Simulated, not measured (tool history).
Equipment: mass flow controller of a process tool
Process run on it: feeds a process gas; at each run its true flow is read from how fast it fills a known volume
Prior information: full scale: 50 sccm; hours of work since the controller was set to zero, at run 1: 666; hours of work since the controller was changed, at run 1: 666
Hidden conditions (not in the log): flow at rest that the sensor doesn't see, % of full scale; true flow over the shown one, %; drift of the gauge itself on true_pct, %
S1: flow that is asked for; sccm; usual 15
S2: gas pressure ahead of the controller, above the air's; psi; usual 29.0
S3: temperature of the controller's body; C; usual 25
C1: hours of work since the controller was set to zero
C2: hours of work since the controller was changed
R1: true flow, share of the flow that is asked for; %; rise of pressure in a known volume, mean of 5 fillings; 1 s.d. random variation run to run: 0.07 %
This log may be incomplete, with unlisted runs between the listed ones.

Run 1, hour 0.0: usual settings; C1 666; C2 666. Result: R1 98.92 %.
Run 2, hour 104.4: usual settings; C1 744; C2 744. Result: R1 99.10 %.
Run 3, hour 162.4: usual settings; C1 788; C2 788. Result: R1 99.07 %.
Run 4, hour 229.3: usual settings; C1 838; C2 838. Result: R1 99.06 %.
Run 5, hour 291.2: usual settings; C1 884; C2 884. Result: R1 99.24 %.
Run 6, hour 350.1: usual settings but S1 8 sccm; C1 929; C2 929. Result: R1 99.57 %.
Run 7, hour 430.8: usual settings but S2 40.0 psi; C1 989; C2 989. Result: R1 100.07 %.
Run 8, hour 492.5: usual settings but S2 40.0 psi; C1 1036; C2 1036. Result: R1 99.90 %.
Run 9, hour 597.9: usual settings but S2 40.0 psi, S3 28 C; C1 1115; C2 1115. Result: R1 99.97 %.
Run 10, hour 702.6: usual settings but S2 40.0 psi, S3 28 C; C1 1193; C2 1193. Result: R1 100.03 %.
Run 11, hour 770.0: usual settings but S2 40.0 psi, S3 28 C; C1 1244; C2 1244. Result: R1 100.11 %.
Run 12, hour 881.7: usual settings but S2 40.0 psi, S3 28 C; C1 1328; C2 1328. Result: R1 100.23 %.
Run 13, hour 930.8: usual settings but S2 40.0 psi, S3 28 C; C1 1365; C2 1365. Result: R1 100.20 %.
Run 14, hour 1039.4: usual settings but S2 40.0 psi, S3 28 C; C1 1446; C2 1446. Result: R1 100.32 %.
Run 15, hour 1126.3: usual settings but S2 40.0 psi, S3 28 C; C1 1511; C2 1511. Result: R1 100.41 %.
Run 16, hour 1236.0: usual settings but S2 40.0 psi, S3 28 C; C1 1594; C2 1594. Result: R1 100.57 %.
Run 17, hour 1304.6: usual settings but S2 38.0 psi; C1 1645; C2 1645. Result: R1 100.46 %.
Run 18, hour 1365.1: usual settings; C1 1691; C2 1691. Result: R1 100.10 %.
Run 19, hour 1445.1: usual settings; C1 1751; C2 1751. Result: R1 100.32 %.
Run 20, hour 1527.8: usual settings; C1 1813; C2 1813. Result: R1 100.30 %.
Run 21, hour 1636.7: usual settings; C1 1895; C2 1895. Result: R1 100.44 %.
Run 22, hour 1694.2: usual settings; C1 1938; C2 1938. Result: R1 100.49 %.
Run 23, hour 1749.0: usual settings; C1 1979; C2 1979. Result: R1 100.57 %.
Run 24, hour 1857.2: usual settings; C1 2060; C2 2060. Result: R1 100.64 %.
Run 25, hour 1956.2: usual settings but S1 5 sccm; C1 2135; C2 2135. Result: R1 103.09 %.
Run 26, hour 2004.8: usual settings but S1 5 sccm; C1 2171; C2 2171. Result: R1 103.19 %.
Run 27, hour 2093.7: usual settings but S1 22 sccm, S2 27.7 psi; C1 2238; C2 2238. Result: R1 100.77 %.
Run 28, hour 2205.7: usual settings but S1 9 sccm, S2 27.0 psi, S3 26 C; C1 2322; C2 2322. Result: R1 101.36 %.
Run 29, hour 2310.0: usual settings but S1 7 sccm, S2 36.0 psi; C1 2400; C2 2400. Result: R1 102.85 %.
Run 30, hour 2379.1: usual settings but S1 7 sccm, S2 21.0 psi; C1 2452; C2 2452. Result: R1 102.24 %.
Run 31, hour 2444.0: usual settings but S1 7 sccm, S2 21.0 psi; C1 2501; C2 2501. Result: R1 102.32 %.
Run 32, hour 2504.7: usual settings but S2 21.2 psi, S3 21 C; C1 2547; C2 2547. Result: R1 100.91 %.
Run 33, hour 2581.4: usual settings but S2 21.2 psi, S3 21 C; C1 2604; C2 2604. Result: R1 101.09 %.
Run 34, hour 2650.9: usual settings but S1 11 sccm, S2 21.9 psi, S3 24 C; C1 2656; C2 2656. Result: R1 101.38 %.
Run 35, hour 2762.5: usual settings but S1 11 sccm, S2 21.9 psi, S3 21 C; C1 2740; C2 2740. Result: R1 101.63 %.
Run 36, hour 2867.5: usual settings but S1 11 sccm, S2 21.9 psi, S3 21 C; C1 2819; C2 2819. Result: R1 101.93 %.
Run 37, hour 2919.7: usual settings but S1 11 sccm, S2 21.9 psi, S3 21 C; C1 2858; C2 2858. Result: R1 101.72 %.
Run 38, hour 3015.5: usual settings but S1 12 sccm, S2 27.1 psi; C1 2930; C2 2930. Result: R1 101.93 %.
Run 39, hour 3122.3: usual settings but S1 6 sccm, S2 25.2 psi, S3 31 C; C1 3010; C2 3010. Result: R1 104.03 %.
Run 40, hour 3229.8: usual settings but S3 22 C; C1 3091; C2 3091. Result: R1 101.92 %.
Run 41, hour 3284.5: usual settings but S1 12 sccm, S2 30.9 psi, S3 31 C; C1 3132; C2 3132. Result: R1 102.15 %.
Run 42, hour 3364.8: usual settings but S2 30.6 psi, S3 28 C; C1 3193; C2 3193. Result: R1 101.96 %.
Run 43, hour 3458.4: usual settings but S2 30.6 psi, S3 28 C; C1 3263; C2 3263. Result: R1 102.09 %.
Run 44, hour 3511.0: usual settings but S2 30.6 psi, S3 36 C; C1 3302; C2 3302. Result: R1 101.78 %.
Run 45, hour 3622.9: usual settings but S1 26 sccm, S2 20.3 psi; C1 3386; C2 3386. Result: R1 101.46 %.
Run 46, hour 3713.2: usual settings but S1 7 sccm, S2 26.5 psi, S3 36 C; C1 3454; C2 3454. Result: R1 104.03 %.

Below are 5 alternative next runs, each starting from the tool's condition after run 46. Predict each:
Run A, hour 3817.0: usual settings but S1 7 sccm, S2 26.5 psi, S3 21 C; C1 3532; C2 3532. Result: R1 ?.
Run B, hour 3817.0: usual settings but S3 36 C; C1 3532; C2 3532. Result: R1 ?.
Run C, hour 3817.0: usual settings but S1 14 sccm, S2 36.4 psi, S3 29 C; C1 3532; C2 3532. Result: R1 ?.
Run D, hour 3817.0: usual settings but S3 24 C; C1 3532; C2 3532. Result: R1 ?.
Run E, hour 3817.0: usual settings but S1 11 sccm, S3 35 C; C1 3532; C2 3532. Result: R1 ?.

run      R1
  A  104.66
  B  102.19
  C  102.70
  D  102.31
  E  102.66
What these runs would have given with no unlogged condition in the tool:
run     R1
  A  97.60
  B  97.90
  C  98.25
  D  98.03
  E  97.50

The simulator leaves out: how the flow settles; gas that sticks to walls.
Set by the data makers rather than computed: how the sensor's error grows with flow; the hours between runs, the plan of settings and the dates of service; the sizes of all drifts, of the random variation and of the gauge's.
